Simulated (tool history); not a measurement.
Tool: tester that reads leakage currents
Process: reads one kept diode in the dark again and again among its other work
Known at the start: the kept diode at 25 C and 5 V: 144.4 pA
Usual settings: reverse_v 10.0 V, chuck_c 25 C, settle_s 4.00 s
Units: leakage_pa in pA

{"run": 1, "day": 0.0, "reverse_v": 10.0, "chuck_c": 25, "settle_s": 4.0, "leakage_pa": 208.65}
{"run": 2, "day": 1.954, "reverse_v": 10.0, "chuck_c": 25, "settle_s": 4.0, "leakage_pa": 208.0}
{"run": 3, "day": 3.367, "reverse_v": 10.0, "chuck_c": 25, "settle_s": 4.0, "leakage_pa": 207.6}
{"run": 4, "day": 5.779, "reverse_v": 10.0, "chuck_c": 25, "settle_s": 4.0, "leakage_pa": 207.11}
{"run": 5, "day": 7.967, "reverse_v": 10.0, "chuck_c": 25, "settle_s": 4.0, "leakage_pa": 208.99}
{"run": 6, "day": 10.429, "reverse_v": 10.0, "chuck_c": 34, "settle_s": 4.0, "leakage_pa": 385.07}
{"run": 7, "day": 12.0, "reverse_v": 10.0, "chuck_c": 30, "settle_s": 4.0, "leakage_pa": 295.17}
{"run": 8, "day": 14.6, "reverse_v": 10.0, "chuck_c": 30, "settle_s": 4.0, "leakage_pa": 291.55}
{"run": 9, "day": 16.0, "reverse_v": 10.0, "chuck_c": 30, "settle_s": 4.0, "leakage_pa": 291.78}
{"run": 10, "day": 18.321, "reverse_v": 10.0, "chuck_c": 30, "settle_s": 4.0, "leakage_pa": 293.42}
{"run": 11, "day": 20.633, "reverse_v": 10.0, "chuck_c": 25, "settle_s": 4.0, "leakage_pa": 206.77}
{"run": 12, "day": 23.146, "reverse_v": 10.0, "chuck_c": 25, "settle_s": 4.0, "leakage_pa": 207.05}
{"run": 13, "day": 25.804, "reverse_v": 10.0, "chuck_c": 25, "settle_s": 4.0, "leakage_pa": 206.35}
{"run": 14, "day": 27.367, "reverse_v": 10.0, "chuck_c": 25, "settle_s": 4.0, "leakage_pa": 205.65}
{"run": 15, "day": 28.992, "reverse_v": 10.0, "chuck_c": 25, "settle_s": 4.0, "leakage_pa": 205.21}
{"run": 16, "day": 31.354, "reverse_v": 10.0, "chuck_c": 25, "settle_s": 5.33, "leakage_pa": 204.97}
{"run": 17, "day": 32.6, "reverse_v": 10.0, "chuck_c": 25, "settle_s": 5.33, "leakage_pa": 205.26}
{"run": 18, "day": 35.346, "reverse_v": 10.0, "chuck_c": 25, "settle_s": 5.33, "leakage_pa": 205.42}
{"run": 19, "day": 37.992, "reverse_v": 10.0, "chuck_c": 30, "settle_s": 5.33, "leakage_pa": 288.36}
{"run": 20, "day": 39.521, "reverse_v": 10.0, "chuck_c": 30, "settle_s": 5.33, "leakage_pa": 288.33}
{"run": 21, "day": 41.183, "reverse_v": 10.0, "chuck_c": 25, "settle_s": 4.0, "leakage_pa": 204.03}
{"run": 22, "day": 43.588, "reverse_v": 11.3, "chuck_c": 33, "settle_s": 2.49, "leakage_pa": 378.24}
{"run": 23, "day": 45.808, "reverse_v": 7.6, "chuck_c": 40, "settle_s": 4.0, "leakage_pa": 481.22}
{"run": 24, "day": 47.512, "reverse_v": 1.5, "chuck_c": 32, "settle_s": 4.0, "leakage_pa": 116.41}
{"run": 25, "day": 49.729, "reverse_v": 1.1, "chuck_c": 29, "settle_s": 4.0, "leakage_pa": 80.03}
{"run": 26, "day": 51.325, "reverse_v": 6.5, "chuck_c": 55, "settle_s": 4.0, "leakage_pa": 1113.2}
{"run": 27, "day": 52.55, "reverse_v": 10.0, "chuck_c": 31, "settle_s": 0.4, "leakage_pa": 307.43}
{"run": 28, "day": 54.296, "reverse_v": 1.1, "chuck_c": 27, "settle_s": 7.1, "leakage_pa": 69.46}
{"run": 29, "day": 56.396, "reverse_v": 2.6, "chuck_c": 21, "settle_s": 4.0, "leakage_pa": 71.98}
{"run": 30, "day": 57.654, "reverse_v": 3.1, "chuck_c": 23, "settle_s": 8.44, "leakage_pa": 92.07}
{"run": 31, "day": 59.167, "reverse_v": 1.3, "chuck_c": 25, "settle_s": 4.0, "leakage_pa": 65.8}
{"run": 32, "day": 60.933, "reverse_v": 1.3, "chuck_c": 25, "settle_s": 4.0, "leakage_pa": 65.45}
{"run": 33, "day": 63.312, "reverse_v": 2.4, "chuck_c": 25, "settle_s": 6.68, "leakage_pa": 91.53}
{"run": 34, "day": 66.046, "reverse_v": 9.4, "chuck_c": 35, "settle_s": 8.9, "leakage_pa": 382.97}
{"run": 35, "day": 68.85, "reverse_v": 6.2, "chuck_c": 29, "settle_s": 7.28, "leakage_pa": 199.56}
{"run": 36, "day": 70.25, "reverse_v": 6.2, "chuck_c": 29, "settle_s": 7.28, "leakage_pa": 197.3}
{"run": 37, "day": 73.075, "reverse_v": 1.3, "chuck_c": 29, "settle_s": 0.56, "leakage_pa": 85.06}
{"run": 38, "day": 74.421, "reverse_v": 4.8, "chuck_c": 31, "settle_s": 1.89, "leakage_pa": 198.73}
{"run": 39, "day": 76.412, "reverse_v": 10.0, "chuck_c": 57, "settle_s": 2.13, "leakage_pa": 1550.33}
{"run": 40, "day": 77.642, "reverse_v": 10.0, "chuck_c": 57, "settle_s": 2.13, "leakage_pa": 1560.82}
{"run": 41, "day": 78.842, "reverse_v": 2.3, "chuck_c": 44, "settle_s": 5.88, "leakage_pa": 316.01}

Not shown: 1 entry that the log had between the listed runs. Between which runs, and how does the tool's hidden state differ before and after?
Between runs 34 and 35: probe card cleaned and baked (day 68.596)
  stray current of the dirty probe card, pA a volt: 0.905 -> 0.021; current scale over the true one, %: -0.34 -> -0.35; true chuck temperature over the reading, C: -1.14 -> -1.16
  measured less the result without the state, leakage_pa: -23.05 -> -17.73 pA

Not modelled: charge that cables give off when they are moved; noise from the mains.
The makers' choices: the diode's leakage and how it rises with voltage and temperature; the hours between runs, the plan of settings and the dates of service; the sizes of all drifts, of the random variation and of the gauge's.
